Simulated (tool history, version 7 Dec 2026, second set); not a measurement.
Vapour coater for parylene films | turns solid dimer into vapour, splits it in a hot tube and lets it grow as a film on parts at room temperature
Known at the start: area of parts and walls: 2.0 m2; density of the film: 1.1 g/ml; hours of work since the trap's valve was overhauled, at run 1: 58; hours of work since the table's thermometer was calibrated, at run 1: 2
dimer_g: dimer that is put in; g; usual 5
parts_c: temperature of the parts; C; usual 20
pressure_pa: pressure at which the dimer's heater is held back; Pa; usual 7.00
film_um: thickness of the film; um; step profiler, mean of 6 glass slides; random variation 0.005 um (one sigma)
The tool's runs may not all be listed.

run,day,dimer_g,parts_c,pressure_pa,hours of work since the trap's valve was overhauled,hours of work since the table's thermometer was calibrated,film_um
1,0.000,5,20,7.00,58,2,1.369
2,0.392,5,20,7.00,64,9,1.372
3,1.004,5,20,7.00,74,18,1.374
4,1.379,5,20,7.00,79,24,1.363
5,1.958,5,20,7.00,88,33,1.361
6,2.317,5,26,7.00,94,38,1.243
7,2.867,5,20,7.00,103,47,1.360
8,3.508,5,20,7.00,112,57,1.350
9,4.071,5,20,7.00,121,66,1.348
10,4.500,5,20,7.00,128,72,1.354
11,5.096,5,20,7.00,137,82,1.357
12,5.492,4,20,7.00,143,88,1.082
13,5.804,4,20,7.00,148,93,1.085
14,6.133,4,20,7.00,153,98,1.085
15,6.721,5,20,7.00,162,107,1.346
16,7.017,5,20,7.00,167,111,1.347
17,7.304,6,20,7.00,171,116,1.618
18,7.775,5,23,7.00,179,123,1.291
19,8.100,2,16,9.99,184,128,0.541
20,8.404,2,16,9.99,189,133,0.545
21,8.812,2,16,9.99,195,139,0.541
22,9.117,2,16,9.99,200,144,0.537
23,9.667,5,14,7.00,208,153,1.472
24,10.271,3,20,3.61,218,162,0.884
25,10.638,3,20,3.61,223,168,0.895
26,11.179,9,16,3.12,232,176,2.907
27,11.500,8,26,3.87,237,181,2.136
28,11.812,3,26,9.14,241,186,0.696
# day 11.975: gauge calibrated
29,12.112,3,26,9.14,246,191,0.708
30,12.404,3,26,9.14,251,195,0.711
31,12.921,5,13,7.84,259,203,1.508
32,13.454,8,26,7.17,267,211,1.968
33,13.858,3,31,2.53,273,218,0.810
34,14.271,3,31,2.53,280,224,0.803
35,14.600,3,31,10.70,285,229,0.638

Hidden state or all else? Some run-to-run changes of film_um, split into what the settings, what came in and random variation would give without the hidden state, and what is left for the hidden state (with any gauge scatter that isn't in both results):
The hidden state here: vapour lost through the trap's worn valve, %; true temperature of the parts over the reading, C; drift of the gauge itself on film_um, %.
Run 22 -> 23: dimer_g 2 -> 5, parts_c 16 -> 14, pressure_pa 9.99 -> 7.00. film_um +0.935 um: hidden state -0.024, all else +0.959.
Run 25 -> 26: dimer_g 3 -> 9, parts_c 20 -> 16, pressure_pa 3.61 -> 3.12. film_um +2.012 um: hidden state -0.059, all else +2.071.
Run 27 -> 28: dimer_g 8 -> 3, pressure_pa 3.87 -> 9.14. film_um -1.440 um: hidden state +0.042, all else -1.482.
Run 32 -> 33: dimer_g 8 -> 3, parts_c 26 -> 31, pressure_pa 7.17 -> 2.53. film_um -1.158 um: hidden state +0.004, all else -1.162.
